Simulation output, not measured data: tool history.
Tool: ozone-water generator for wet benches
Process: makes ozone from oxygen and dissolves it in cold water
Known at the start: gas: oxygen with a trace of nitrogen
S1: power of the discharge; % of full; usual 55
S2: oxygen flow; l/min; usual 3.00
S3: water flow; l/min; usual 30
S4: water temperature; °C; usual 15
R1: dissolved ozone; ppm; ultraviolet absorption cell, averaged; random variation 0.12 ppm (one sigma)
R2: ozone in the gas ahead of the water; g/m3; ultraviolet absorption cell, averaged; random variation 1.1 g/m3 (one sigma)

run,hour,S1,S2,S3,S4,R1,R2
1,0.0,55,3.00,30,15,11.8,201.7
2,46.9,55,3.00,30,15,11.8,202.4
3,104.3,46,3.00,30,15,10.0,175.4
4,139.6,55,3.00,30,15,11.9,203.8
5,201.5,55,3.00,30,15,11.7,203.7
6,232.5,55,3.00,30,15,12.0,204.7
7,277.8,55,3.00,30,15,11.8,202.9
8,338.0,55,3.00,30,15,11.8,203.2
9,370.1,55,3.00,30,15,11.9,204.9
10,431.2,55,3.00,30,15,11.8,204.6
11,472.5,55,3.00,30,15,12.0,205.5
12,517.9,55,3.00,34,15,10.4,205.0
13,548.5,55,3.00,34,15,10.4,207.4
14,609.1,55,3.00,34,15,10.7,207.2
15,645.4,55,3.00,34,15,10.3,206.7
# hour 663.9: gauge calibrated
16,674.7,55,3.00,34,15,10.4,199.5
17,715.6,55,3.00,34,15,10.4,203.2
18,769.9,55,3.00,40,18,8.7,202.2
19,819.1,55,3.00,40,18,8.7,202.9
20,878.5,83,3.00,39,18,13.0,294.9
21,944.3,77,4.80,18,14,24.6,198.9
22,996.1,55,3.45,39,15,9.3,186.1
23,1025.7,72,2.89,30,8,15.7,268.0
24,1067.2,72,2.82,22,8,20.9,270.8
25,1100.8,97,2.82,22,8,27.6,356.6
26,1142.2,97,2.82,22,8,27.5,361.9
27,1182.7,47,3.21,22,13,14.1,171.7
28,1224.3,47,3.21,22,13,14.0,169.6
29,1261.1,47,3.21,22,13,13.8,171.7
30,1315.3,87,3.21,22,13,24.5,299.6
31,1382.5,87,3.21,22,13,23.9,296.6
32,1445.7,59,1.93,22,7,17.4,302.0
33,1494.0,59,1.93,22,7,17.1,299.7
34,1544.1,59,1.93,22,7,16.7,303.1

Forecast each of these 3 alternatives for the next run:
A,1607.8,55,3.00,30,8,?,?
B,1607.8,69,1.83,22,7,?,?
C,1607.8,55,4.60,30,15,?,?

run,R1,R2
A,12.1,210.8
B,19.1,362.9
C,12.1,156.0
Without the tool's hidden state the same runs would have given:
run,R1,R2
A,12.2,202.4
B,19.1,348.6
C,12.1,149.8
